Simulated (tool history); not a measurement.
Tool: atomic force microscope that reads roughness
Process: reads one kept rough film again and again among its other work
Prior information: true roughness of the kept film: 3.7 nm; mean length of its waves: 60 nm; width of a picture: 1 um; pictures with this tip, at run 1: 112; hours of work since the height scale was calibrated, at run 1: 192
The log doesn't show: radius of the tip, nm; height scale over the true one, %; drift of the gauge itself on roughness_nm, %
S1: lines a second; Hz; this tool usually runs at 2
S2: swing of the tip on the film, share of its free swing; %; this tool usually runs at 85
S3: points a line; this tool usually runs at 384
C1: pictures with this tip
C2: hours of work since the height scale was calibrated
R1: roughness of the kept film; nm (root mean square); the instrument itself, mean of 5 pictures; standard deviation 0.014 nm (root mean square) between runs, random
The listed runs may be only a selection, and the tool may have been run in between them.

| run | hour | S1 | S2 | S3 | C1 | C2 | R1 |
|---|---|---|---|---|---|---|---|
| 1 | 0 | 2 | 85 | 384 | 112 | 192 | 3.231 |
| 2 | 9.6 | 2 | 85 | 384 | 125 | 199 | 3.222 |
| 3 | 22.7 | 2 | 85 | 384 | 142 | 208 | 3.207 |
| 4 | 30.2 | 2 | 85 | 384 | 152 | 214 | 3.195 |
| 5 | 40.7 | 2 | 72 | 384 | 166 | 222 | 3.325 |
|  | 44.7 | new tip fitted |
| 6 | 47.5 | 2 | 85 | 1020 | 4 | 226 | 3.339 |
| 7 | 54.3 | 2 | 85 | 384 | 13 | 231 | 3.319 |
| 8 | 67.4 | 2.82 | 85 | 384 | 31 | 241 | 3.191 |
| 9 | 78.1 | 2.82 | 85 | 316 | 45 | 248 | 3.197 |
|  | 79.7 | height scale calibrated on a step standard |
| 10 | 89.5 | 2 | 85 | 415 | 59 | 7 | 3.262 |
| 11 | 101.2 | 3.46 | 85 | 586 | 74 | 16 | 3.078 |
| 12 | 113.5 | 3.46 | 85 | 586 | 90 | 25 | 3.07 |
|  | 124.7 | height scale calibrated on a step standard, once more |
| 13 | 125.9 | 2 | 78 | 652 | 105 | 1 | 3.314 |
| 14 | 137.5 | 1.52 | 62 | 384 | 121 | 9 | 3.431 |
| 15 | 147.8 | 2 | 56 | 333 | 134 | 17 | 3.405 |
| 16 | 154.2 | 3.18 | 85 | 520 | 143 | 22 | 3.086 |
| 17 | 164.7 | 3.18 | 85 | 520 | 157 | 29 | 3.064 |

Branching from run 17: 5 alternative next runs. What would each branch give?
|  | 175.4 | new tip fitted |
| A | 177.9 | 1.68 | 85 | 485 | 4 | 38 | ? |
|  | 175.4 | new tip fitted |
| B | 177.9 | 1.67 | 68 | 384 | 4 | 38 | ? |
|  | 175.4 | new tip fitted |
| C | 177.9 | 0.5 | 62 | 686 | 4 | 38 | ? |
|  | 175.4 | new tip fitted |
| D | 177.9 | 3.18 | 76 | 839 | 4 | 38 | ? |
|  | 175.4 | new tip fitted |
| E | 177.9 | 3.18 | 85 | 737 | 4 | 38 | ? |

| run | R1 |
|---|---|
| A | 3.356 |
| B | 3.52 |
| C | 3.594 |
| D | 3.338 |
| E | 3.205 |
The same runs, with their run-to-run variation unchanged, on a tool lacking any hidden condition would have given:
| run | R1 |
|---|---|
| A | 3.364 |
| B | 3.527 |
| C | 3.602 |
| D | 3.345 |
| E | 3.212 |

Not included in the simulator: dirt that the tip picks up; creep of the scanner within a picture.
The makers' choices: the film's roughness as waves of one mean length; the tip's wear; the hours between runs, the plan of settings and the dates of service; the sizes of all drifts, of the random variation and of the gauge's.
